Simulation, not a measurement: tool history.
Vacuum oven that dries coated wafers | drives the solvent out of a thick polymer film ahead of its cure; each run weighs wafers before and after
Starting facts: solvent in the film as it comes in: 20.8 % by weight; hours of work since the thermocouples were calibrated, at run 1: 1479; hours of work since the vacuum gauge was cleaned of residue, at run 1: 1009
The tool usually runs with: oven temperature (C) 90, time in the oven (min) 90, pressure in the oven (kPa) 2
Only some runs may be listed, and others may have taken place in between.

run,hour,oven temperature (C),time in the oven (min),pressure in the oven (kPa),hours of work since the thermocouples were calibrated,hours of work since the vacuum gauge was cleaned of residue,solvent left in the film (%)
1,0,90,90,2,1479,1009,3.13
2,42.7,90,90,2,1503,1033,3.18
3,77.6,90,90,6.51,1522,1052,4.71
4,120.1,90,90,6.51,1545,1075,4.74
5,155,91,90,2,1564,1094,2.91
6,232.7,91,90,1.07,1607,1137,2.67
# hour 290.1: oven's thermocouples calibrated
7,300.1,91,90,1.07,5,1173,1.94
8,379.1,91,90,1.3,49,1216,2.1
9,433.4,91,90,1.3,79,1246,2.15
10,491.6,90,91,2,111,1278,2.5
11,570.2,90,90,2,154,1321,2.59
12,622.6,90,115,2,182,1350,1.81
13,655.4,95,90,2,200,1368,1.53
14,729.6,90,111,2,241,1408,1.98
15,791.1,90,111,2,275,1442,1.94
16,838.8,90,111,2,301,1468,1.95
17,873.8,90,111,2,320,1487,1.89
18,936.6,90,111,2,355,1522,1.95
19,969.4,90,111,2,373,1540,1.9
20,1038.4,90,111,2,410,1578,2.04
21,1100.5,90,90,2,445,1612,2.73
22,1150.8,90,54,2,472,1639,5.24
23,1208.1,78,157,6.58,504,1671,6.49
24,1259.8,90,144,1.49,532,1699,1.3
25,1303.4,87,53,1.15,556,1723,6.45
26,1339.1,82,94,7.97,575,1743,7.79
27,1380.3,78,90,5.2,598,1765,8.69
28,1445.6,90,158,1.45,634,1801,1.17
29,1497.9,90,85,1.45,663,1830,2.98

Forecast run 30:
30,1564.9,90,74,2,699,1866,?

{"run 30": {"solvent left in the film (%)": 3.7}}
Minus the tool's unlogged condition, the same run would have read solvent left in the film (%) 3.16.
